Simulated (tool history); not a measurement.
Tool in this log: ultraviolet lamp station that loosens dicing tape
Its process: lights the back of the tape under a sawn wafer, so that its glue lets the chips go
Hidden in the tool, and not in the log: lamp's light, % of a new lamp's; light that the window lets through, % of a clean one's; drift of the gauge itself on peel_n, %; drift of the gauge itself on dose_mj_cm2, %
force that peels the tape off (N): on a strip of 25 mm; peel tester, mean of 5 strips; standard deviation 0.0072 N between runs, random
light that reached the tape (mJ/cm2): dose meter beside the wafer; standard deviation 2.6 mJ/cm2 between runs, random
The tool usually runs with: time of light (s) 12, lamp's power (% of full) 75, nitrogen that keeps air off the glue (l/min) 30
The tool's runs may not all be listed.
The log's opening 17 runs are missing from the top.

run	hour	time of light (s)	lamp's power (% of full)	nitrogen that keeps air off the glue (l/min)	hours of work of the lamp	hours of work since the window was cleaned	force that peels the tape off (N)	light that reached the tape (mJ/cm2)
18	494.3	12	75	36	746	243	0.222	317
19	522.1	12	72	36	764	261	0.246	302
# hour 534.2: lamp changed
20	553.0	12	75	12	12	280	0.657	316
21	577.6	12	75	54	28	296	0.158	315
# hour 590.3: window cleaned of glue's vapour
22	619.8	12	75	54	54	19	0.160	317
23	644.8	12	75	54	70	35	0.164	313
24	683.2	12	75	54	94	59	0.153	319
25	713.4	6	75	17	114	78	1.750	159
26	740.4	6	75	43	131	95	0.946	161
27	780.2	23	93	30	156	121	0.100	756
28	822.0	12	87	22	183	147	0.247	365
29	855.9	10	75	30	204	169	0.410	264
30	880.7	12	75	30	220	185	0.249	317
31	911.0	11	85	33	239	204	0.205	327
32	929.0	7	70	36	251	215	0.895	171
33	969.3	7	70	36	277	241	0.890	171
34	1004.4	8	98	30	299	263	0.363	280
35	1023.6	6	65	22	311	276	1.841	139
36	1047.8	6	65	22	326	291	1.877	137
# hour 1069.5: window cleaned of glue's vapour
37	1071.6	8	68	49	341	1	0.560	187
38	1093.4	20	100	36	355	15	0.109	702
39	1127.4	13	75	25	377	37	0.260	343
40	1151.9	13	75	25	392	52	0.239	340

Alternative continuations, all from the tool just after run 40; predict every row:
A	1174.4	8	75	30	407	67	?	?
B	1174.4	15	75	25	407	67	?	?
C	1174.4	12	61	18	407	67	?	?
D	1174.4	12	74	30	407	67	?	?

run	force that peels the tape off (N)	light that reached the tape (mJ/cm2)
A	0.671	213
B	0.174	398
C	0.684	260
D	0.262	315
Without the tool's unlogged condition, the same runs would have read:
run	force that peels the tape off (N)	light that reached the tape (mJ/cm2)
A	0.668	214
B	0.173	399
C	0.681	260
D	0.261	316

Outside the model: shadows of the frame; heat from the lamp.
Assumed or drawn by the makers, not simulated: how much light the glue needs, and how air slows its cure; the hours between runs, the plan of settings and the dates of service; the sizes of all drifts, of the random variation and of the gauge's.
